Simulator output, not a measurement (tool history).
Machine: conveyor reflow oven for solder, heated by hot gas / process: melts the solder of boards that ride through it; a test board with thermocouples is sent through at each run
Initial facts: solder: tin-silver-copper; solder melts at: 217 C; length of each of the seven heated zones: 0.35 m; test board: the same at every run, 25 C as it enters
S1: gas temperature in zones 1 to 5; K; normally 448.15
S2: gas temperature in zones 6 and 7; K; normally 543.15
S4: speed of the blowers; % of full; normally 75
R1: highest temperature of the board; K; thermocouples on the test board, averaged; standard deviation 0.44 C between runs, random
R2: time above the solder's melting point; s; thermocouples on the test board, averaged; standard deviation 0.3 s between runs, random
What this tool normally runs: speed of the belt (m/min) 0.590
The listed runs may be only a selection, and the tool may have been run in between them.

Run 1, hour 0.0: usual settings. Result: R1 522.75 K, R2 51.5 s.
Run 2, hour 14.0: usual settings. Result: R1 522.05 K, R2 51.7 s.
Run 3, hour 24.8: usual settings. Result: R1 523.85 K, R2 51.5 s.
Run 4, hour 39.3: usual settings but S2 554.15 K. Result: R1 531.55 K, R2 57.1 s.
At hour 51.5: flux residue cleaned out of gas plates and filters.
Run 5, hour 57.9: usual settings but S2 554.15 K. Result: R1 531.25 K, R2 56.9 s.
Run 6, hour 69.2: usual settings but S2 554.15 K. Result: R1 531.15 K, R2 56.2 s.
Run 7, hour 80.7: usual settings but S2 554.15 K. Result: R1 531.05 K, R2 56.4 s.
Run 8, hour 93.7: usual settings but S1 454.15 K, S2 554.15 K. Result: R1 532.45 K, R2 59.1 s.
Run 9, hour 107.1: usual settings but S1 454.15 K, S2 554.15 K. Result: R1 531.05 K, R2 58.9 s.
Run 10, hour 119.4: usual settings but S1 454.15 K, S2 554.15 K. Result: R1 531.95 K, R2 58.8 s.
At hour 133.0: flux residue cleaned out of gas plates and filters, once more.
Run 11, hour 133.0: usual settings but S1 454.15 K, S2 554.15 K. Result: R1 536.35 K, R2 62.2 s.
Run 12, hour 143.5: usual settings but S1 454.15 K, S2 554.15 K. Result: R1 536.15 K, R2 61.1 s.
Run 13, hour 158.4: usual settings but S1 462.15 K, S2 546.15 K, S4 89 % of full. Result: R1 533.25 K, R2 64.3 s.
Run 14, hour 172.0: usual settings but S1 462.15 K, S2 546.15 K, S4 89 % of full. Result: R1 532.85 K, R2 64.2 s.

What will run 15 give?
Run 15, hour 186.3: usual settings but S2 545.15 K, speed of the belt (m/min) 0.509. Result: R1 ?, R2 ?.

Run 15 came out at R1 531.05 K, R2 66.4 s.
Were there no unlogged condition in the tool, this run, its random variation unchanged, would have produced R1 533.15 K, R2 67.4 s.
